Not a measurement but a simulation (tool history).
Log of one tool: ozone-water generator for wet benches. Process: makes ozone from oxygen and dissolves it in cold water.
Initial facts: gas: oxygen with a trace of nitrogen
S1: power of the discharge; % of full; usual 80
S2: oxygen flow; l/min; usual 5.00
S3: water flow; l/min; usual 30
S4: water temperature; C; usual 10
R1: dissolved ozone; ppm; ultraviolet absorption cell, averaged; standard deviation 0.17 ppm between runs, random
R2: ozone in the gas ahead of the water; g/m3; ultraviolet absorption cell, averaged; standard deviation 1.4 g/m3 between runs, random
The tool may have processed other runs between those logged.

Run 1, hour 0.0: usual settings. Result: R1 21.8 ppm, R2 255.6 g/m3.
Run 2, hour 27.8: usual settings. Result: R1 22.1 ppm, R2 258.0 g/m3.
Run 3, hour 58.7: usual settings but S3 23 l/min. Result: R1 27.5 ppm, R2 257.0 g/m3.
Run 4, hour 111.6: usual settings but S3 23 l/min. Result: R1 27.7 ppm, R2 259.4 g/m3.
Run 5, hour 166.5: usual settings. Result: R1 22.2 ppm, R2 256.8 g/m3.
Run 6, hour 214.3: usual settings. Result: R1 22.2 ppm, R2 259.1 g/m3.
Run 7, hour 271.1: usual settings. Result: R1 22.3 ppm, R2 261.2 g/m3.
Run 8, hour 316.8: usual settings. Result: R1 22.2 ppm, R2 261.3 g/m3.
Run 9, hour 359.5: usual settings. Result: R1 22.2 ppm, R2 259.4 g/m3.
Run 10, hour 387.6: usual settings. Result: R1 22.4 ppm, R2 258.7 g/m3.
Run 11, hour 420.3: usual settings. Result: R1 22.0 ppm, R2 260.6 g/m3.
Run 12, hour 454.8: usual settings. Result: R1 22.6 ppm, R2 260.2 g/m3.
Run 13, hour 511.9: usual settings but S3 32 l/min. Result: R1 20.7 ppm, R2 260.5 g/m3.
Run 14, hour 541.5: usual settings but S2 5.33 l/min. Result: R1 21.9 ppm, R2 253.4 g/m3.
Run 15, hour 598.7: usual settings but S2 5.33 l/min. Result: R1 21.8 ppm, R2 251.5 g/m3.
Run 16, hour 650.7: usual settings but S2 5.33 l/min. Result: R1 22.4 ppm, R2 251.2 g/m3.
Run 17, hour 707.1: usual settings but S2 5.33 l/min. Result: R1 22.4 ppm, R2 253.7 g/m3.
Run 18, hour 750.4: usual settings but S1 71 % of full. Result: R1 20.3 ppm, R2 243.1 g/m3.
Run 19, hour 781.8: usual settings but S1 71 % of full. Result: R1 20.5 ppm, R2 243.5 g/m3.
At hour 826.8: gauge calibrated.
Run 20, hour 826.8: usual settings but S1 59 % of full, S3 20 l/min, S4 18 C. Result: R1 22.7 ppm, R2 210.5 g/m3.
Run 21, hour 875.1: usual settings but S1 59 % of full, S3 20 l/min, S4 18 C. Result: R1 22.9 ppm, R2 211.0 g/m3.
Run 22, hour 908.2: usual settings but S1 59 % of full, S3 20 l/min, S4 18 C. Result: R1 23.0 ppm, R2 210.7 g/m3.

What will run 23 give?
Run 23, hour 942.5: usual settings but S4 13 C. Result: R1 ?, R2 ?.

Run 23 measured R1 21.8 ppm, R2 258.8 g/m3.
Minus the tool's unlogged condition, the same run would have read R1 21.8 ppm, R2 257.9 g/m3.
